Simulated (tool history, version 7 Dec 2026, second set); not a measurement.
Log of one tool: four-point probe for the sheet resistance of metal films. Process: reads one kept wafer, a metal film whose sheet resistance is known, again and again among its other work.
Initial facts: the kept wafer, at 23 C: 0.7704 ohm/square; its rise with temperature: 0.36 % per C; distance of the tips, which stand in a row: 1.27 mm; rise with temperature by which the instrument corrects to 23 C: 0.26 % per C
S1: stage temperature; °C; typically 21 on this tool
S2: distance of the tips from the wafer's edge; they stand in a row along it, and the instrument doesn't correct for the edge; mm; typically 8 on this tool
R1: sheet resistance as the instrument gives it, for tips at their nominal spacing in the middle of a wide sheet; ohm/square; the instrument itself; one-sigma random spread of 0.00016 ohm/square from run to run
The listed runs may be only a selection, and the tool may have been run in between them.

run 1 day=0 | S1=21 S2=8 | R1=0.787791
run 2 day=1.733 | S1=21 S2=8 | R1=0.788174
run 3 day=3.779 | S1=21 S2=8 | R1=0.788225
run 4 day=6.017 | S1=21 S2=8 | R1=0.788457
run 5 day=8.179 | S1=21 S2=8 | R1=0.788331
run 6 day=9.471 | S1=21 S2=8 | R1=0.788454
run 7 day=11.004 | S1=21 S2=8 | R1=0.78886
run 8 day=12.733 | S1=19 S2=8 | R1=0.78689
run 9 day=14.312 | S1=21 S2=22 | R1=0.779809
run 10 day=15.283 | S1=21 S2=22 | R1=0.779961
run 11 day=17.262 | S1=21 S2=8 | R1=0.788976
run 12 day=18.779 | S1=20 S2=8 | R1=0.788494
run 13 day=19.904 | S1=21 S2=8 | R1=0.788943
-- day=20.046 stage's thermometer calibrated
run 14 day=22.104 | S1=20 S2=8 | R1=0.788338
run 15 day=24.329 | S1=20 S2=8 | R1=0.788576
run 16 day=25.671 | S1=21 S2=8 | R1=0.789627
run 17 day=26.892 | S1=21 S2=8 | R1=0.789495
run 18 day=28.65 | S1=24 S2=8 | R1=0.792088
run 19 day=29.838 | S1=24 S2=8 | R1=0.791955
-- day=30.396 stage's thermometer calibrated, once more
run 20 day=32.217 | S1=24 S2=8 | R1=0.792673
run 21 day=34.412 | S1=24 S2=8 | R1=0.792944
run 22 day=36.517 | S1=24 S2=73 | R1=0.782329
run 23 day=37.675 | S1=24 S2=73 | R1=0.782631
run 24 day=39.488 | S1=18 S2=48 | R1=0.778027
run 25 day=41.596 | S1=30 S2=9 | R1=0.795567
run 26 day=43.179 | S1=29 S2=10 | R1=0.79351
run 27 day=45.238 | S1=27 S2=4 | R1=0.825751
run 28 day=47.154 | S1=27 S2=4 | R1=0.825829
run 29 day=48.158 | S1=34 S2=40 | R1=0.791142
run 30 day=49.733 | S1=24 S2=7 | R1=0.796752

Run 31 comes next. What will it give?
run 31 day=51.617 | S1=22 S2=13 | R1=?

R1: 0.785678 ohm/square
Without the tool's hidden state the same run would have given R1 0.773594 ohm/square.
